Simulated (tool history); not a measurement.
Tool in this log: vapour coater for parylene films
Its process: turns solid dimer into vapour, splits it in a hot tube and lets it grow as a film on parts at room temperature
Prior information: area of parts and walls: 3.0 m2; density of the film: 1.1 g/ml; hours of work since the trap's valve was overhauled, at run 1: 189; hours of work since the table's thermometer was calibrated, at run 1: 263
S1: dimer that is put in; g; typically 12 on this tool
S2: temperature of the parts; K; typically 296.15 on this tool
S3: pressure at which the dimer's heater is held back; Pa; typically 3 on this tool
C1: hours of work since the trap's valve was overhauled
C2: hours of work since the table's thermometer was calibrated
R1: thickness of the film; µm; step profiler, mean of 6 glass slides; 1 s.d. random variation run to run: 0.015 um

run,hour,S1,S2,S3,C1,C2,R1
1,0,12,296.15,3,189,263,2.45
2,13.5,12,296.15,3,199,273,2.44
3,29.1,12,296.15,3,211,284,2.43
4,41.1,12,296.15,3,220,293,2.41
5,51.8,20,296.15,3,228,301,4.01
6,65.7,13,296.15,3,238,311,2.63
7,78.9,12,297.15,3,248,321,2.31
8,93.8,12,296.15,3,259,332,2.39
9,107.7,12,296.15,3,269,343,2.42
10,118.2,12,296.15,3,277,350,2.39
11,131.5,12,296.15,3,287,360,2.41
12,147,14,295.15,3,298,371,2.94
13,155.5,15,296.15,7.22,304,378,2.45
14,169.3,5,304.15,4.92,314,388,0.6
15,178,5,304.15,4.92,321,394,0.6
16,193.2,5,303.15,2.92,332,406,0.71
17,208.2,5,303.15,2.92,343,417,0.71
18,218.7,5,303.15,2.92,351,424,0.71
19,229.3,21,296.15,2.34,359,432,4.31
20,236.5,7,288.15,2.34,364,438,1.9
21,249.4,9,296.15,4.18,374,447,1.62
22,257.8,5,301.15,8.69,380,453,0.62

Below are 3 alternative next runs, each starting from the tool's condition after run 22. Predict each:
A,268.7,12,303.15,3,388,461,?
B,268.7,9,289.15,8.17,388,461,?
C,268.7,15,290.15,3,388,461,?

run,R1
A,1.66
B,1.97
C,3.9
Had the tool no hidden state, the same runs would have come out as:
run,R1
A,1.86
B,2.19
C,4.35
